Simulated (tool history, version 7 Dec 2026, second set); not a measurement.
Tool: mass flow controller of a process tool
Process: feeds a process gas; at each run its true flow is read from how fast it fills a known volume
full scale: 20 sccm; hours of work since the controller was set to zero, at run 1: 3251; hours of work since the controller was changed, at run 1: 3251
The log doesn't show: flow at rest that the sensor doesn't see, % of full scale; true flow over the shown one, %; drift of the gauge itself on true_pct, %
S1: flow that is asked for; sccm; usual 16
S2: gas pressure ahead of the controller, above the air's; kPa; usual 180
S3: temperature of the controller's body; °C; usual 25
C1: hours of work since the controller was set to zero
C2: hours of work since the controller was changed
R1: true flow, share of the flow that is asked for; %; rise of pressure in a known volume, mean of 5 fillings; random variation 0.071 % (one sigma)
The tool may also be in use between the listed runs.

| run | hour | S1 | S2 | S3 | C1 | C2 | R1 |
|---|---|---|---|---|---|---|---|
| 1 | 0.0 | 16 | 180 | 25 | 3251 | 3251 | 100.37 |
| 2 | 171.0 | 16 | 180 | 25 | 3373 | 3373 | 100.47 |
| 3 | 437.1 | 16 | 180 | 25 | 3564 | 3564 | 100.48 |
| 4 | 647.8 | 16 | 240 | 25 | 3714 | 3714 | 100.18 |
| 5 | 929.7 | 5 | 240 | 25 | 3916 | 3916 | 102.64 |
| 6 | 1272.3 | 5 | 240 | 25 | 4160 | 4160 | 102.70 |
| 7 | 1512.3 | 5 | 240 | 25 | 4332 | 4332 | 102.99 |
|  | 1541.1 | controller's zero set anew |
| 8 | 1751.0 | 12 | 240 | 29 | 150 | 4502 | 101.00 |
| 9 | 2006.7 | 4 | 159 | 22 | 333 | 4685 | 107.28 |
| 10 | 2388.5 | 4 | 159 | 22 | 606 | 4958 | 107.48 |
| 11 | 2581.5 | 12 | 150 | 24 | 743 | 5096 | 101.99 |
| 12 | 2901.8 | 16 | 262 | 25 | 972 | 5325 | 100.75 |

Some steps in R1 between neighbouring runs. How much of each would the tool show without its hidden state too (settings, what came in, random variation), and how much is left for the hidden state, with any gauge scatter that isn't in both results?
Run 8 -> 9: S1 12 -> 4, S2 240 -> 159, S3 29 -> 22. R1 +6.28 %: hidden state +5.82, all else +0.46.
Run 10 -> 11: S1 4 -> 12, S2 159 -> 150, S3 22 -> 24. R1 -5.49 %: hidden state -6.01, all else +0.52.

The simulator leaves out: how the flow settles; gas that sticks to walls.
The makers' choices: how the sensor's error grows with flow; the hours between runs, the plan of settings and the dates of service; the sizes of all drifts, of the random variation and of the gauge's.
